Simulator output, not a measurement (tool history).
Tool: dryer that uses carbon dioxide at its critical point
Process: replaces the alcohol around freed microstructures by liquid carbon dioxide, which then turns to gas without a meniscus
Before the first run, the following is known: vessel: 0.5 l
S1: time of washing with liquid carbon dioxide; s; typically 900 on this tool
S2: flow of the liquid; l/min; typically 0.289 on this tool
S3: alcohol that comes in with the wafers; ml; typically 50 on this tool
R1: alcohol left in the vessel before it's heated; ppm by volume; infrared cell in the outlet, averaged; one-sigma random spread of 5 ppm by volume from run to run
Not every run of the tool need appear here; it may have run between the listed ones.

Run 1, hour 0.0: usual settings. Result: R1 127 ppm by volume.
Run 2, hour 8.9: usual settings. Result: R1 121 ppm by volume.
Run 3, hour 21.6: usual settings but S2 0.181 l/min. Result: R1 1032 ppm by volume.
Run 4, hour 36.9: usual settings but S2 0.182 l/min. Result: R1 997 ppm by volume.
Run 5, hour 45.5: usual settings but S2 0.182 l/min. Result: R1 1059 ppm by volume.
Run 6, hour 60.0: usual settings but S2 0.182 l/min. Result: R1 1041 ppm by volume.
Run 7, hour 76.2: usual settings but S2 0.357 l/min. Result: R1 80 ppm by volume.
Run 8, hour 85.9: usual settings but S2 0.357 l/min. Result: R1 89 ppm by volume.
Run 9, hour 93.6: usual settings. Result: R1 143 ppm by volume.
Run 10, hour 104.7: usual settings but S3 54 ml. Result: R1 161 ppm by volume.
Run 11, hour 119.9: usual settings but S3 54 ml. Result: R1 163 ppm by volume.
Run 12, hour 134.0: usual settings but S3 60 ml. Result: R1 182 ppm by volume.
Run 13, hour 148.8: usual settings but S3 60 ml. Result: R1 172 ppm by volume.
Run 14, hour 157.5: usual settings. Result: R1 163 ppm by volume.
Run 15, hour 164.2: usual settings. Result: R1 166 ppm by volume.
Run 16, hour 174.6: usual settings. Result: R1 168 ppm by volume.
Run 17, hour 188.8: usual settings. Result: R1 177 ppm by volume.
Run 18, hour 203.0: usual settings but S3 41 ml. Result: R1 165 ppm by volume.
Run 19, hour 219.0: usual settings. Result: R1 192 ppm by volume.
Run 20, hour 234.8: usual settings but S2 0.258 l/min. Result: R1 286 ppm by volume.
Run 21, hour 244.3: usual settings but S2 0.258 l/min. Result: R1 277 ppm by volume.
Run 22, hour 255.9: usual settings but S2 0.195 l/min. Result: R1 944 ppm by volume.
Run 23, hour 271.1: usual settings but S2 0.195 l/min. Result: R1 949 ppm by volume.
Run 24, hour 277.8: usual settings but S1 540 s. Result: R1 1601 ppm by volume.
Run 25, hour 287.7: usual settings but S1 540 s, S2 0.441 l/min, S3 48 ml. Result: R1 273 ppm by volume.
Run 26, hour 295.5: usual settings but S2 0.199 l/min. Result: R1 912 ppm by volume.
Run 27, hour 307.7: usual settings but S1 1320 s, S2 0.188 l/min. Result: R1 233 ppm by volume.
Run 28, hour 314.5: usual settings but S1 1320 s, S2 0.188 l/min. Result: R1 237 ppm by volume.
Run 29, hour 326.1: usual settings but S2 0.245 l/min. Result: R1 401 ppm by volume.
Run 30, hour 338.8: usual settings but S2 0.245 l/min. Result: R1 404 ppm by volume.
Run 31, hour 350.1: usual settings but S2 0.245 l/min. Result: R1 408 ppm by volume.
Run 32, hour 358.5: usual settings but S1 1020 s, S2 0.222 l/min, S3 44 ml. Result: R1 334 ppm by volume.
At hour 361.9: inlet filter changed.
Run 33, hour 371.9: usual settings but S1 960 s, S2 0.316 l/min, S3 98 ml. Result: R1 149 ppm by volume.
Run 34, hour 385.6: usual settings but S1 960 s, S2 0.316 l/min, S3 98 ml. Result: R1 137 ppm by volume.
Run 35, hour 397.9: usual settings but S1 960 s, S2 0.361 l/min, S3 98 ml. Result: R1 134 ppm by volume.
Run 36, hour 408.1: usual settings but S1 1140 s, S2 0.215 l/min, S3 95 ml. Result: R1 243 ppm by volume.
Run 37, hour 416.2: usual settings but S1 1140 s, S2 0.215 l/min, S3 95 ml. Result: R1 245 ppm by volume.
Run 38, hour 423.3: usual settings but S1 1140 s, S2 0.461 l/min, S3 21 ml. Result: R1 118 ppm by volume.
Run 39, hour 431.4: usual settings but S1 1140 s, S2 0.461 l/min, S3 21 ml. Result: R1 121 ppm by volume.
Run 40, hour 445.9: usual settings but S1 1320 s, S2 0.364 l/min, S3 31 ml. Result: R1 138 ppm by volume.
Run 41, hour 459.9: usual settings but S1 1080 s, S2 0.450 l/min, S3 63 ml. Result: R1 131 ppm by volume.
Run 42, hour 472.2: usual settings but S2 0.265 l/min, S3 110 ml. Result: R1 322 ppm by volume.
Run 43, hour 483.3: usual settings but S1 840 s, S2 0.255 l/min, S3 40 ml. Result: R1 271 ppm by volume.
Run 44, hour 497.9: usual settings but S1 720 s, S2 0.255 l/min, S3 40 ml. Result: R1 492 ppm by volume.
Run 45, hour 510.7: usual settings but S1 840 s, S2 0.464 l/min, S3 33 ml. Result: R1 138 ppm by volume.
Run 46, hour 521.9: usual settings but S1 540 s, S2 0.453 l/min, S3 33 ml. Result: R1 195 ppm by volume.
Run 47, hour 530.2: usual settings but S1 540 s, S2 0.453 l/min, S3 33 ml. Result: R1 189 ppm by volume.
Run 48, hour 543.9: usual settings but S1 540 s, S2 0.453 l/min, S3 33 ml. Result: R1 192 ppm by volume.

Predict each of these 3 candidate next runs independently; none follows another, all start after run 48:
Run A, hour 560.0: usual settings but S2 0.182 l/min, S3 53 ml. Result: R1 ?.
Run B, hour 560.0: usual settings but S1 1020 s, S2 0.316 l/min, S3 38 ml. Result: R1 ?.
Run C, hour 560.0: usual settings but S1 540 s, S2 0.203 l/min, S3 33 ml. Result: R1 ?.

run    R1
  A  1035
  B   155
  C  2875
The same runs, with their run-to-run variation unchanged, on a tool lacking any hidden condition would have given:
run    R1
  A   732
  B     9
  C  2392

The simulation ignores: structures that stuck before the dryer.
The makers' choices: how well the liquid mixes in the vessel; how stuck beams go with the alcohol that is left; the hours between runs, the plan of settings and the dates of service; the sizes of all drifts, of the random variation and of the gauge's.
